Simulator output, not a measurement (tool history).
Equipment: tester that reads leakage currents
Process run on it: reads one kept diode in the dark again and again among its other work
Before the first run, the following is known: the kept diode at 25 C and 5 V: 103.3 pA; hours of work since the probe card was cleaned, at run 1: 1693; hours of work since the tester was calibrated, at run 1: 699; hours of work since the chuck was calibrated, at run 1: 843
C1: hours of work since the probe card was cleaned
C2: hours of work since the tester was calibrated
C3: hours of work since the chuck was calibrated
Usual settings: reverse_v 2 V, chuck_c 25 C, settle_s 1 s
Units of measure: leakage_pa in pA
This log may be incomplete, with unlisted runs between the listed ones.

{"run": 1, "hour": 0.0, "reverse_v": 2, "chuck_c": 25, "settle_s": 1, "C1": 1693, "C2": 699, "C3": 843, "leakage_pa": 74.72}
{"run": 2, "hour": 158.6, "reverse_v": 2, "chuck_c": 25, "settle_s": 1, "C1": 1775, "C2": 781, "C3": 925, "leakage_pa": 75.8}
{"run": 3, "hour": 314.8, "reverse_v": 2, "chuck_c": 25, "settle_s": 1, "C1": 1856, "C2": 861, "C3": 1006, "leakage_pa": 75.8}
{"hour": 325.5, "done": "probe card cleaned and baked"}
{"run": 4, "hour": 442.6, "reverse_v": 2, "chuck_c": 25, "settle_s": 1, "C1": 61, "C2": 926, "C3": 1071, "leakage_pa": 76.38}
{"run": 5, "hour": 516.5, "reverse_v": 2, "chuck_c": 25, "settle_s": 1, "C1": 99, "C2": 964, "C3": 1109, "leakage_pa": 76.53}
{"run": 6, "hour": 618.4, "reverse_v": 3.85, "chuck_c": 25, "settle_s": 1, "C1": 151, "C2": 1017, "C3": 1161, "leakage_pa": 101.7}
{"hour": 636.1, "done": "probe card cleaned and baked, once more"}
{"run": 7, "hour": 718.5, "reverse_v": 15.96, "chuck_c": 32, "settle_s": 4.39, "C1": 43, "C2": 1067, "C3": 1212, "leakage_pa": 303.32}
{"run": 8, "hour": 789.0, "reverse_v": 1.3, "chuck_c": 23, "settle_s": 3.44, "C1": 79, "C2": 1103, "C3": 1248, "leakage_pa": 53.14}
{"run": 9, "hour": 897.7, "reverse_v": 2.6, "chuck_c": 56, "settle_s": 0.48, "C1": 135, "C2": 1160, "C3": 1304, "leakage_pa": 824.49}
{"run": 10, "hour": 1050.7, "reverse_v": 6.36, "chuck_c": 39, "settle_s": 1, "C1": 214, "C2": 1239, "C3": 1383, "leakage_pa": 358.56}

What if the next run were any one of these 5? Each begins from the tool's condition after run 10:
{"run": "A", "hour": 1162.7, "reverse_v": 7.97, "chuck_c": 25, "settle_s": 5.74, "C1": 272, "C2": 1296, "C3": 1441, "leakage_pa": "?"}
{"run": "B", "hour": 1162.7, "reverse_v": 6.36, "chuck_c": 51, "settle_s": 8.78, "C1": 272, "C2": 1296, "C3": 1441, "leakage_pa": "?"}
{"run": "C", "hour": 1162.7, "reverse_v": 3.89, "chuck_c": 29, "settle_s": 0.37, "C1": 272, "C2": 1296, "C3": 1441, "leakage_pa": "?"}
{"run": "D", "hour": 1162.7, "reverse_v": 19.58, "chuck_c": 39, "settle_s": 0.35, "C1": 272, "C2": 1296, "C3": 1441, "leakage_pa": "?"}
{"run": "E", "hour": 1162.7, "reverse_v": 3.6, "chuck_c": 39, "settle_s": 0.39, "C1": 272, "C2": 1296, "C3": 1441, "leakage_pa": "?"}

run=A leakage_pa=132.97
run=B leakage_pa=841.21
run=C leakage_pa=138.98
run=D leakage_pa=583.24
run=E leakage_pa=288.27
Had the tool no hidden state, the same runs would have come out as:
run=A leakage_pa=125.31
run=B leakage_pa=802.62
run=C leakage_pa=131.66
run=D leakage_pa=553.98
run=E leakage_pa=274.13
